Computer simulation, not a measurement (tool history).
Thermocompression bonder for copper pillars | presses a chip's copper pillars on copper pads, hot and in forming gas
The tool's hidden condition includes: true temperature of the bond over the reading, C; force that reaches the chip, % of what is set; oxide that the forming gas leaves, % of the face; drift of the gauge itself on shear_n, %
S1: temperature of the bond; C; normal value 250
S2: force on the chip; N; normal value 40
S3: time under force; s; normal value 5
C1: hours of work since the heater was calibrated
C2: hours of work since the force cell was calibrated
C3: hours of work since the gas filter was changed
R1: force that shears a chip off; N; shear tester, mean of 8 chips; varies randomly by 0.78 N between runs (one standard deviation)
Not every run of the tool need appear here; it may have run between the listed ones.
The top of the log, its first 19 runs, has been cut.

| run | hour | S1 | S2 | S3 | C1 | C2 | C3 | R1 |
|---|---|---|---|---|---|---|---|---|
| 20 | 173.9 | 261 | 40 | 5 | 477 | 19 | 119 | 64.7 |
| 21 | 180.7 | 250 | 40 | 5 | 482 | 24 | 124 | 55.2 |
| 22 | 188.3 | 250 | 40 | 10 | 488 | 30 | 130 | 72.8 |
| 23 | 198.4 | 250 | 40 | 4 | 496 | 38 | 138 | 49.9 |
| 24 | 209.4 | 229 | 33 | 6 | 505 | 47 | 146 | 35.8 |
| 25 | 214.9 | 230 | 40 | 14 | 509 | 51 | 151 | 59.6 |
| 26 | 224.1 | 255 | 34 | 6 | 516 | 58 | 158 | 54.0 |
| 27 | 230.6 | 255 | 26 | 4 | 522 | 63 | 163 | 37.7 |
| 28 | 236.6 | 265 | 36 | 11 | 526 | 68 | 168 | 81.8 |
| 29 | 247.5 | 250 | 40 | 5 | 535 | 77 | 176 | 53.5 |
| 30 | 258.5 | 250 | 40 | 5 | 543 | 85 | 185 | 53.6 |
| 31 | 269.2 | 243 | 40 | 5 | 552 | 94 | 193 | 48.3 |
| 32 | 280.2 | 250 | 40 | 12 | 560 | 102 | 202 | 73.6 |
| 33 | 286.0 | 228 | 40 | 5 | 565 | 107 | 207 | 36.7 |
| 34 | 295.2 | 228 | 40 | 5 | 572 | 114 | 214 | 38.2 |
| 35 | 301.9 | 256 | 44 | 6 | 577 | 119 | 219 | 66.5 |
| 36 | 307.0 | 250 | 32 | 5 | 581 | 123 | 223 | 44.5 |
|  | 315.2 | forming gas filter changed |
| 37 | 315.5 | 223 | 25 | 11 | 588 | 130 | 0 | 33.9 |
| 38 | 322.2 | 239 | 40 | 5 | 593 | 135 | 5 | 48.4 |
| 39 | 327.8 | 231 | 39 | 10 | 597 | 139 | 10 | 55.6 |
| 40 | 338.7 | 272 | 30 | 3 | 606 | 148 | 18 | 50.6 |
| 41 | 346.3 | 250 | 57 | 8 | 612 | 154 | 24 | 87.8 |

3 options for the next run, each taken on its own from the tool as it stands now. Forecast them:
| A | 351.8 | 250 | 55 | 5 | 616 | 158 | 29 | ? |
| B | 351.8 | 268 | 37 | 15 | 616 | 158 | 29 | ? |
| C | 351.8 | 226 | 57 | 7 | 616 | 158 | 29 | ? |

| run | R1 |
|---|---|
| A | 72.3 |
| B | 98.8 |
| C | 60.0 |
Without the tool's unlogged condition, the same runs would have read:
| run | R1 |
|---|---|
| A | 76.1 |
| B | 102.9 |
| C | 63.6 |
